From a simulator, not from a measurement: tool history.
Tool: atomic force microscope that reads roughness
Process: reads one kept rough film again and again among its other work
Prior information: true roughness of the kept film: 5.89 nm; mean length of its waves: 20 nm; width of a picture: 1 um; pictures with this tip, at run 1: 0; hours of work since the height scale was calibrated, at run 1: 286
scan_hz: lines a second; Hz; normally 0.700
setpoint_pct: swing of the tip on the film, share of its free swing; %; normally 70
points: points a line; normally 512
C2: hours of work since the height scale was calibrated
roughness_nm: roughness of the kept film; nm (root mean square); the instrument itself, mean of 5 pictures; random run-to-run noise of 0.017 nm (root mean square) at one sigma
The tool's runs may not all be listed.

run 1 hour=0.0 | scan_hz=0.700 setpoint_pct=70 points=512 | pictures_with_this_tip=0 C2=286 | roughness_nm=4.032
run 2 hour=21.8 | scan_hz=0.700 setpoint_pct=70 points=512 | pictures_with_this_tip=20 C2=297 | roughness_nm=3.763
run 3 hour=32.3 | scan_hz=0.700 setpoint_pct=70 points=512 | pictures_with_this_tip=30 C2=302 | roughness_nm=3.662
run 4 hour=48.9 | scan_hz=0.700 setpoint_pct=70 points=1020 | pictures_with_this_tip=45 C2=310 | roughness_nm=3.587
run 5 hour=61.1 | scan_hz=0.700 setpoint_pct=70 points=1020 | pictures_with_this_tip=56 C2=316 | roughness_nm=3.477
run 6 hour=78.2 | scan_hz=0.700 setpoint_pct=70 points=1020 | pictures_with_this_tip=72 C2=324 | roughness_nm=3.342
run 7 hour=98.2 | scan_hz=0.700 setpoint_pct=70 points=1020 | pictures_with_this_tip=90 C2=334 | roughness_nm=3.209
run 8 hour=111.1 | scan_hz=1.753 setpoint_pct=70 points=1020 | pictures_with_this_tip=102 C2=340 | roughness_nm=2.955
run 9 hour=125.9 | scan_hz=1.753 setpoint_pct=70 points=1020 | pictures_with_this_tip=116 C2=348 | roughness_nm=2.890
-- hour=128.0 new tip fitted
run 10 hour=145.1 | scan_hz=0.699 setpoint_pct=70 points=512 | pictures_with_this_tip=16 C2=357 | roughness_nm=3.763
run 11 hour=155.3 | scan_hz=0.699 setpoint_pct=70 points=512 | pictures_with_this_tip=25 C2=362 | roughness_nm=3.691
run 12 hour=170.6 | scan_hz=0.687 setpoint_pct=57 points=625 | pictures_with_this_tip=39 C2=369 | roughness_nm=3.631
run 13 hour=182.2 | scan_hz=0.687 setpoint_pct=74 points=488 | pictures_with_this_tip=50 C2=375 | roughness_nm=3.456
run 14 hour=197.6 | scan_hz=0.687 setpoint_pct=74 points=488 | pictures_with_this_tip=64 C2=382 | roughness_nm=3.332
run 15 hour=210.5 | scan_hz=3.827 setpoint_pct=74 points=488 | pictures_with_this_tip=76 C2=389 | roughness_nm=2.732
run 16 hour=221.4 | scan_hz=3.827 setpoint_pct=74 points=488 | pictures_with_this_tip=86 C2=394 | roughness_nm=2.668

Consider 4 possible next runs. They are alternatives, not a sequence: every one starts from the tool as it was left by run 16. What does each give?
run A hour=237.5 | scan_hz=2.199 setpoint_pct=74 points=488 | pictures_with_this_tip=101 C2=402 | roughness_nm=?
run B hour=237.5 | scan_hz=0.700 setpoint_pct=66 points=467 | pictures_with_this_tip=101 C2=402 | roughness_nm=?
run C hour=237.5 | scan_hz=3.827 setpoint_pct=83 points=488 | pictures_with_this_tip=101 C2=402 | roughness_nm=?
run D hour=237.5 | scan_hz=1.265 setpoint_pct=70 points=370 | pictures_with_this_tip=101 C2=402 | roughness_nm=?

run=A roughness_nm=2.789
run=B roughness_nm=3.097
run=C roughness_nm=2.310
run=D roughness_nm=2.968
Had the tool no hidden state, the same runs would have come out as:
run=A roughness_nm=3.609
run=B roughness_nm=4.006
run=C roughness_nm=2.987
run=D roughness_nm=3.839
